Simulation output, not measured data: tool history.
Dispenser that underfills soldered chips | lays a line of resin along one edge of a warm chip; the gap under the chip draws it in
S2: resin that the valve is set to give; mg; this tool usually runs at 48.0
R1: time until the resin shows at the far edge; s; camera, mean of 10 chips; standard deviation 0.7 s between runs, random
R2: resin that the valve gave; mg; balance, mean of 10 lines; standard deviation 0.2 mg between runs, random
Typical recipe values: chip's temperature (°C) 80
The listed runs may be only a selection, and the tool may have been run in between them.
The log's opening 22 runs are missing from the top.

run 23 hour=121.6 | chip's_temperature_(°C)=81 S2=41.5 | R1=83.9 R2=38.58
run 24 hour=128.1 | chip's_temperature_(°C)=82 S2=53.1 | R1=106.1 R2=49.32
-- hour=131.9 new syringe of resin
run 25 hour=134.4 | chip's_temperature_(°C)=93 S2=44.2 | R1=53.8 R2=41.02
run 26 hour=141.6 | chip's_temperature_(°C)=73 S2=45.3 | R1=148.4 R2=41.93
run 27 hour=145.3 | chip's_temperature_(°C)=70 S2=41.5 | R1=206.8 R2=38.20
-- hour=146.1 new syringe of resin
run 28 hour=152.4 | chip's_temperature_(°C)=70 S2=45.1 | R1=133.4 R2=41.09
run 29 hour=157.9 | chip's_temperature_(°C)=76 S2=48.3 | R1=145.3 R2=43.62
-- hour=160.4 new syringe of resin
run 30 hour=163.6 | chip's_temperature_(°C)=76 S2=48.3 | R1=92.0 R2=43.51
-- hour=165.8 dispensing valve cleaned and set on the balance
run 31 hour=170.7 | chip's_temperature_(°C)=76 S2=48.3 | R1=123.1 R2=48.28
-- hour=175.6 new syringe of resin
run 32 hour=175.6 | chip's_temperature_(°C)=69 S2=62.2 | R1=88.9 R2=61.46
run 33 hour=180.2 | chip's_temperature_(°C)=92 S2=61.4 | R1=56.3 R2=61.00
run 34 hour=186.4 | chip's_temperature_(°C)=68 S2=61.3 | R1=170.6 R2=60.43
-- hour=189.7 new syringe of resin
run 35 hour=193.7 | chip's_temperature_(°C)=77 S2=45.4 | R1=90.6 R2=44.68

What if the next run were any one of these 5? Each begins from the tool's condition after run 35:
run A hour=201.5 | chip's_temperature_(°C)=69 S2=50.7 | R1=? R2=?
run B hour=201.5 | chip's_temperature_(°C)=80 S2=55.1 | R1=? R2=?
run C hour=201.5 | chip's_temperature_(°C)=92 S2=42.0 | R1=? R2=?
run D hour=201.5 | chip's_temperature_(°C)=88 S2=45.4 | R1=? R2=?
run E hour=201.5 | chip's_temperature_(°C)=86 S2=62.3 | R1=? R2=?

run=A R1=172.7 R2=49.63
run=B R1=121.8 R2=53.80
run=C R1=88.5 R2=41.29
run=D R1=100.8 R2=44.41
run=E R1=100.8 R2=61.16
Had the tool no hidden state, the same runs would have come out as:
run=A R1=87.2 R2=50.73
run=B R1=61.8 R2=54.99
run=C R1=44.4 R2=42.20
run=D R1=51.0 R2=45.39
run=E R1=51.0 R2=62.51
